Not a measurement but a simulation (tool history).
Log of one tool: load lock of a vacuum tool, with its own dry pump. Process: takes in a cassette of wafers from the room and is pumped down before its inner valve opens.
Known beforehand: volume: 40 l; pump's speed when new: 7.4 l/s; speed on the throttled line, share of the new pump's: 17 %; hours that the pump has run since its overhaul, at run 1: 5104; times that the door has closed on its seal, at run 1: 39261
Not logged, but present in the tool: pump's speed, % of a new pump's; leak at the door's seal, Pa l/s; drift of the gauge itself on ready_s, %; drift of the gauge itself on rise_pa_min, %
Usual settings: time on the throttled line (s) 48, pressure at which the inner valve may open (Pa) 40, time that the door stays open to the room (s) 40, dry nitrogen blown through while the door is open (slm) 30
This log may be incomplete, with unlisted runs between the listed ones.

| run | hour | time on the throttled line (s) | pressure at which the inner valve may open (Pa) | time that the door stays open to the room (s) | dry nitrogen blown through while the door is open (slm) | hours that the pump has run since its overhaul | times that the door has closed on its seal | incoming humidity of the room's air, % | time from the closed door until the inner valve may open (s) | rise of the pressure with all valves shut (Pa/min) |
|---|---|---|---|---|---|---|---|---|---|---|
| 1 | 0.0 | 48 | 40 | 40 | 30 | 5104 | 39261 | 45.9 | 82.8 | 0.165 |
| 2 | 138.5 | 48 | 40 | 40 | 30 | 5242 | 39711 | 41.2 | 83.1 | 0.166 |
| 3 | 246.2 | 48 | 40 | 40 | 30 | 5350 | 40062 | 45.2 | 84.0 | 0.163 |
| 4 | 356.2 | 48 | 40 | 40 | 20 | 5460 | 40419 | 44.0 | 83.1 | 0.171 |
| 5 | 507.9 | 48 | 40 | 40 | 26 | 5612 | 40912 | 43.7 | 82.7 | 0.177 |
| 6 | 625.5 | 48 | 40 | 40 | 8 | 5729 | 41294 | 43.1 | 83.7 | 0.185 |
| 7 | 800.2 | 48 | 40 | 40 | 8 | 5904 | 41863 | 43.8 | 84.0 | 0.194 |
| 8 | 896.4 | 48 | 40 | 31 | 8 | 6000 | 42175 | 41.7 | 83.0 | 0.189 |
| 9 | 1073.3 | 48 | 40 | 31 | 8 | 6177 | 42750 | 47.4 | 82.6 | 0.190 |
| 10 | 1235.8 | 90 | 40 | 40 | 30 | 6340 | 43279 | 43.7 | 117.9 | 0.186 |
| 11 | 1334.4 | 27 | 40 | 66 | 30 | 6438 | 43599 | 44.7 | 66.2 | 0.198 |
|  | 1364.5 | door's seal changed, seat wiped |
| 12 | 1519.2 | 27 | 40 | 66 | 30 | 6622 | 503 | 45.4 | 66.6 | 0.035 |
| 13 | 1624.4 | 59 | 44 | 186 | 20 | 6727 | 845 | 43.5 | 92.6 | 0.087 |
| 14 | 1731.1 | 38 | 77 | 40 | 30 | 6834 | 1192 | 44.9 | 71.0 | 0.024 |
| 15 | 1910.4 | 38 | 77 | 40 | 36 | 7013 | 1774 | 46.7 | 72.1 | 0.023 |
| 16 | 2097.9 | 38 | 77 | 40 | 36 | 7200 | 2384 | 47.0 | 72.7 | 0.029 |
| 17 | 2245.6 | 38 | 64 | 40 | 33 | 7348 | 2864 | 45.9 | 73.5 | 0.028 |
| 18 | 2345.1 | 70 | 30 | 40 | 44 | 7448 | 3188 | 43.4 | 104.8 | 0.026 |
| 19 | 2495.4 | 48 | 39 | 60 | 30 | 7598 | 3676 | 44.9 | 83.5 | 0.043 |
| 20 | 2578.3 | 55 | 33 | 40 | 30 | 7681 | 3946 | 45.9 | 91.1 | 0.037 |

Here are 4 independent what-if runs from the current tool condition. What would each one return?
| A | 2729.0 | 55 | 65 | 137 | 30 | 7831 | 4436 | 45.2 | ? | ? |
| B | 2729.0 | 55 | 47 | 105 | 30 | 7831 | 4436 | 45.1 | ? | ? |
| C | 2729.0 | 55 | 40 | 40 | 30 | 7831 | 4436 | 45.7 | ? | ? |
| D | 2729.0 | 48 | 32 | 178 | 30 | 7831 | 4436 | 43.7 | ? | ? |

| run | time from the closed door until the inner valve may open (s) | rise of the pressure with all valves shut (Pa/min) |
|---|---|---|
| A | 87.5 | 0.070 |
| B | 89.4 | 0.053 |
| C | 89.8 | 0.034 |
| D | 86.1 | 0.069 |
Without the tool's hidden state the same runs would have given:
| run | time from the closed door until the inner valve may open (s) | rise of the pressure with all valves shut (Pa/min) |
|---|---|---|
| A | 85.5 | 0.065 |
| B | 87.3 | 0.048 |
| C | 87.6 | 0.029 |
| D | 83.8 | 0.064 |
